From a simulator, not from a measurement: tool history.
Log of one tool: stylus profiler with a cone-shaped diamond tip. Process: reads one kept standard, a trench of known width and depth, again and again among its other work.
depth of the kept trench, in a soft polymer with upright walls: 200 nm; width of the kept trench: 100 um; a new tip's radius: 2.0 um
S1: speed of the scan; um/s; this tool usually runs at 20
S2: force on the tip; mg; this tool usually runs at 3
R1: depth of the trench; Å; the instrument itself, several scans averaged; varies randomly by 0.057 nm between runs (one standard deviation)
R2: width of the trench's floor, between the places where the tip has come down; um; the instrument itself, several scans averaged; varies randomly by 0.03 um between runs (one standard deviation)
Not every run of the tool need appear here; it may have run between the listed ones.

Run 1, hour 0: usual settings. Result: R1 2028.9 Å, R2 98.18 um.
Run 2, hour 9.6: usual settings. Result: R1 2029.5 Å, R2 98.16 um.
Run 3, hour 18: usual settings. Result: R1 2029.2 Å, R2 98.1 um.
Run 4, hour 29.4: usual settings. Result: R1 2030.2 Å, R2 98.15 um.
Run 5, hour 47.1: usual settings but S2 3.04 mg. Result: R1 2029.9 Å, R2 98.16 um.
Run 6, hour 62.4: usual settings but S2 1.03 mg. Result: R1 2013.9 Å, R2 98.05 um.
Run 7, hour 73.1: usual settings but S2 1.03 mg. Result: R1 2015.3 Å, R2 98.11 um.
Run 8, hour 86.5: usual settings but S1 17 um/s, S2 1.03 mg. Result: R1 2015.8 Å, R2 98.08 um.
Run 9, hour 97: usual settings but S2 1.18 mg. Result: R1 2014.3 Å, R2 98.11 um.
Run 10, hour 116.9: usual settings but S2 1.18 mg. Result: R1 2016.4 Å, R2 98.15 um.
Run 11, hour 133.8: usual settings but S2 1.18 mg. Result: R1 2016.1 Å, R2 98.04 um.
Run 12, hour 142.2: usual settings but S2 1.18 mg. Result: R1 2016.2 Å, R2 98.08 um.
Run 13, hour 154.9: usual settings but S1 6 um/s, S2 2.19 mg. Result: R1 2024.1 Å, R2 98.2 um.
Run 14, hour 172.7: usual settings but S1 18 um/s, S2 1.3 mg. Result: R1 2016.9 Å, R2 98.04 um.

Predict each of these 5 candidate next runs independently; none follows another, all start after run 14:
Run A, hour 192.1: usual settings but S1 39 um/s, S2 6.55 mg. Result: R1 ?, R2 ?.
Run B, hour 192.1: usual settings but S1 49 um/s, S2 1.03 mg. Result: R1 ?, R2 ?.
Run C, hour 192.1: usual settings but S1 47 um/s. Result: R1 ?, R2 ?.
Run D, hour 192.1: usual settings but S1 31 um/s, S2 2.02 mg. Result: R1 ?, R2 ?.
Run E, hour 192.1: usual settings but S1 21 um/s, S2 4.57 mg. Result: R1 ?, R2 ?.

run      R1     R2
  A    2050  98.18
  B  2014.1  97.84
  C  2029.6  98.02
  D  2022.6  98.02
  E  2038.7  98.16
The same runs, with their run-to-run variation unchanged, on a tool lacking any hidden condition would have given:
run      R1     R2
  A  2050.1  98.18
  B  2014.1  97.85
  C  2029.7  98.03
  D  2022.6  98.02
  E  2038.8  98.17
